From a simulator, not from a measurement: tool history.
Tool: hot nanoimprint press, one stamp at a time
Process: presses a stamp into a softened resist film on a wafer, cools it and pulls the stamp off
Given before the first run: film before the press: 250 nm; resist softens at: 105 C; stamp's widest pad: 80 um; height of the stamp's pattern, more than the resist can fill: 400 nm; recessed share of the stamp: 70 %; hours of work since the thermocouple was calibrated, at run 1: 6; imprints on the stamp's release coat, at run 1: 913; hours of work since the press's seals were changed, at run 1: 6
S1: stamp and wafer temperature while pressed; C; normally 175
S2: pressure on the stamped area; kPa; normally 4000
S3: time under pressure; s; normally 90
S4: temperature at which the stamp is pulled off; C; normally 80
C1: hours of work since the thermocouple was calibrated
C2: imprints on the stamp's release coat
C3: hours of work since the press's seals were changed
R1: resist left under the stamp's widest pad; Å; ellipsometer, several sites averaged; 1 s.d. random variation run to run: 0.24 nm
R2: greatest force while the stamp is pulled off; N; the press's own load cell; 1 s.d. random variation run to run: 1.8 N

run,hour,S1,S2,S3,S4,C1,C2,C3,R1,R2
1,0.0,175,4000,90,80,6,913,6,1155,189
2,10.6,175,4000,90,80,14,964,14,1153,188
3,26.9,175,4000,90,80,25,1043,25,1150,191
4,34.0,175,4000,90,80,30,1078,30,1159,192
# hour 45.2: stamp cleaned and given a new release coat
5,51.1,175,4000,90,80,38,29,38,1154,171
6,59.8,175,4000,142,80,44,71,44,977,175
7,66.9,175,4000,142,80,49,105,49,977,174
8,75.7,175,4000,90,80,56,148,56,1156,175
9,84.6,175,5570,90,80,62,191,62,978,178
10,99.2,175,5420,90,80,72,261,72,989,179
11,108.3,175,5420,90,80,79,305,79,985,180
12,115.9,175,4000,90,80,84,342,84,1148,180
13,125.0,175,5230,61,70,90,386,90,1163,212
14,134.6,170,4280,90,71,97,433,97,1286,208
15,148.7,175,4000,59,69,107,501,107,1328,216
16,162.7,169,4000,138,80,117,569,117,1185,184
17,176.1,178,4000,90,80,126,634,126,1053,184
18,190.4,178,4000,90,86,137,703,137,1059,166
19,205.5,178,4000,90,86,147,776,147,1057,160
20,216.1,183,3900,94,73,155,827,155,921,213
21,226.7,173,6260,101,86,162,879,162,929,164
22,238.9,181,5170,71,71,171,938,171,927,218
23,250.9,171,4180,71,71,179,996,179,1355,223
24,260.3,175,4000,68,87,186,1041,186,1262,162

What differs in the tool's unlogged condition from the final listed run ahead of each entry between runs to the first listed run following it?
In the gap between runs 4 and 5: stamp cleaned and given a new release coat (hour 45.2)
  true temperature over the reading, C: 0.29 -> 0.31; pressure that arrives at the usual setting, %: 99.99 -> 99.96; grip of the stamp's worn release coat, % over a new coat's: 10.6 -> 0.3
  measured result minus the result with no hidden state, R1: -9 -> -10 Å; R2: +17 -> +0 N

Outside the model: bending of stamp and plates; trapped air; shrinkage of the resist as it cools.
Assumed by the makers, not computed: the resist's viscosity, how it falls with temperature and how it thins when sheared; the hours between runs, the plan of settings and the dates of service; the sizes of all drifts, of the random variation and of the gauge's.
